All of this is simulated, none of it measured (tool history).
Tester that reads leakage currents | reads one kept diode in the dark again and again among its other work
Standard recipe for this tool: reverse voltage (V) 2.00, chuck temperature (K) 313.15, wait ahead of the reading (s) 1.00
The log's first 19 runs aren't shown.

run	hour	reverse voltage (V)	chuck temperature (K)	wait ahead of the reading (s)	hours of work since the probe card was cleaned	hours of work since the tester was calibrated	hours of work since the chuck was calibrated	current that the tester gives (pA)
20	641.2	3.18	293.15	5.81	36	1858	2103	50.33
21	680.1	12.46	321.15	2.02	62	1884	2129	1194.90
# hour 695.9: chuck's temperature calibrated
22	710.9	6.77	302.15	5.95	81	1904	10	195.37
23	739.1	8.29	308.15	5.95	101	1923	29	369.06
24	785.8	6.43	330.15	4.62	132	1954	61	1825.63
25	820.0	1.10	305.15	2.96	155	1978	84	93.06
26	855.9	1.10	305.15	2.96	180	2002	108	93.05
27	895.8	4.03	321.15	0.42	206	2029	135	703.78
28	924.2	4.03	321.15	0.42	226	2048	154	711.46
29	966.0	4.03	294.15	7.13	254	2076	183	70.70
30	1008.2	4.03	294.15	7.13	282	2105	211	71.10

Run 31, settings as shown, results not yet in. Your forecast:
31	1041.7	2.00	296.15	0.56	305	2127	234	?

Logged for run 31: current that the tester gives (pA) 58.43.
With the hidden condition absent and the run-to-run variation left alone, this run would have shown current that the tester gives (pA) 59.46.
